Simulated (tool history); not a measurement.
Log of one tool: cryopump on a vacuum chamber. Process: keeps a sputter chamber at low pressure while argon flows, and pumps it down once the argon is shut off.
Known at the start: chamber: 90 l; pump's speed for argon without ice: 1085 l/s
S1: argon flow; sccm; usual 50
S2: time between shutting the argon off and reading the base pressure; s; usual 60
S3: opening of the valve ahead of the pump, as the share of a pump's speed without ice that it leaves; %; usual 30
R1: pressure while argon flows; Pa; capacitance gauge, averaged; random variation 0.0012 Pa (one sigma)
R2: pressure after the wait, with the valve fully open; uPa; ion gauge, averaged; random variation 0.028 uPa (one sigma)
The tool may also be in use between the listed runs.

run   hour  S1   S2  S3      R1    R2
  1      0  50   60  30  0.2637  3.45
  2   13.4  50   60  30   0.263  3.52
  3   37.5  50   33  30   0.263  2.15
  4   58.5  20   60  30  0.1046  1.37
  5   76.7  20  103  30   0.105  0.92
  6  101.8  20  103  30  0.1063  0.94
  7  117.3  50  222  30  0.2643  0.67
  8  136.1  50   60  22   0.362  1.37
  9  159.9  50   60  22  0.3588  1.37
 10  183.6  29   60  30   0.154  1.43
 11  199.3  29   60  30  0.1538  1.38
 12  212.3  29   60  30  0.1532  1.41
 13  228.2  50   60  25   0.319  1.42
 14  244.6  50   60  25  0.3203  1.45
 15  267.4  50   54  25  0.3184  1.53
 16  290.2  50   54  25  0.3189  1.63
 17  307.3  50   54  25  0.3189  1.59
 18  327.9  71  145  21  0.5443  0.93
 19  345.2  39  126  33  0.1911     1
 20  360.4  63   31  50  0.2074  2.49
 21  380.6  63   31  50  0.2106  2.43
 22  403.9  48   60  21  0.3671   1.6
 23  423.6  48  120  21   0.367  1.09
 24  449.4  36  271  33  0.1792  0.79
 25  474.5  36  271  33  0.1786  0.81
 26  498.3  36   42  28  0.2095  2.02
 27  520.7  98   60  19  0.8259  1.66
 28  535.6  98   60  19  0.8255   1.7
 29  550.7  25  181  35  0.1172  0.99
 30  569.9  34  129  30  0.1854  1.12
 31  584.7  36   47  25  0.2348  1.93
 32    607  36   47  25   0.235  1.96
 33  626.2  36   47  25  0.2344  1.94
 34  651.4  27   47  25  0.1754  2.02

Not shown: 1 entry that the log had between the listed runs. Between which runs, and how does the tool's hidden state differ before and after?
Between runs 2 and 3: leaking fittings of the chamber tightened, without venting (hour 24.4)
  pump's speed, % of a pump's without ice: 96.3 -> 95.9; cold plate's temperature, K: 12.22 -> 12.23; leak into the chamber, uPa l/s: 2589 -> 338
  measured less the result without the state, R1: +0.0033 -> +0.0037 Pa; R2: +2.21 -> +0.05 uPa

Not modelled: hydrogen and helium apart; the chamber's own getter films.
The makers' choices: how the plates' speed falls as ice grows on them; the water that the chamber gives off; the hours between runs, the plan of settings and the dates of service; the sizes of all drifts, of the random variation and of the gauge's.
